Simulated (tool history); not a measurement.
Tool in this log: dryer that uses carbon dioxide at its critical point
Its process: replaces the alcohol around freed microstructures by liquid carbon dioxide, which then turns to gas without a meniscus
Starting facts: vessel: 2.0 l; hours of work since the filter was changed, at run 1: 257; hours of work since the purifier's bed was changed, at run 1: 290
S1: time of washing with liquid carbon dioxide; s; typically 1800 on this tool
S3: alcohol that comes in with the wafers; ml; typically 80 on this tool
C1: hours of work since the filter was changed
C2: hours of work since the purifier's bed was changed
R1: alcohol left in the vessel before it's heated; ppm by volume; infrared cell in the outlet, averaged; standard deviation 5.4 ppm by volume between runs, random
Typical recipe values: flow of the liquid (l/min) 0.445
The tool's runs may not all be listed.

run 1 hour=0 | S1=1800 flow_of_the_liquid_(l/min)=0.445 S3=80 | C1=257 C2=290 | R1=281
run 2 hour=12.7 | S1=1800 flow_of_the_liquid_(l/min)=0.738 S3=80 | C1=265 C2=299 | R1=90
run 3 hour=18.9 | S1=1800 flow_of_the_liquid_(l/min)=0.445 S3=80 | C1=270 C2=303 | R1=276
run 4 hour=25.8 | S1=1800 flow_of_the_liquid_(l/min)=0.445 S3=88 | C1=274 C2=307 | R1=304
run 5 hour=33.9 | S1=1800 flow_of_the_liquid_(l/min)=0.445 S3=88 | C1=279 C2=313 | R1=311
run 6 hour=41.1 | S1=2160 flow_of_the_liquid_(l/min)=0.445 S3=29 | C1=284 C2=317 | R1=117
run 7 hour=52.1 | S1=2160 flow_of_the_liquid_(l/min)=0.445 S3=29 | C1=291 C2=324 | R1=119
run 8 hour=64.7 | S1=2160 flow_of_the_liquid_(l/min)=0.609 S3=75 | C1=299 C2=333 | R1=102
run 9 hour=74.5 | S1=1620 flow_of_the_liquid_(l/min)=0.703 S3=34 | C1=306 C2=339 | R1=108
run 10 hour=81.7 | S1=1440 flow_of_the_liquid_(l/min)=0.445 S3=99 | C1=311 C2=344 | R1=808

3 ways to go on from here, each from the tool as it stands after run 10. What would each give?
run A hour=93.7 | S1=1200 flow_of_the_liquid_(l/min)=0.54 S3=36 | C1=318 C2=352 | R1=?
run B hour=93.7 | S1=1440 flow_of_the_liquid_(l/min)=0.328 S3=39 | C1=318 C2=352 | R1=?
run C hour=93.7 | S1=1740 flow_of_the_liquid_(l/min)=0.445 S3=116 | C1=318 C2=352 | R1=?

run=A R1=363
run=B R1=975
run=C R1=458
Without the tool's unlogged condition, the same runs would have read:
run=A R1=177
run=B R1=644
run=C R1=218

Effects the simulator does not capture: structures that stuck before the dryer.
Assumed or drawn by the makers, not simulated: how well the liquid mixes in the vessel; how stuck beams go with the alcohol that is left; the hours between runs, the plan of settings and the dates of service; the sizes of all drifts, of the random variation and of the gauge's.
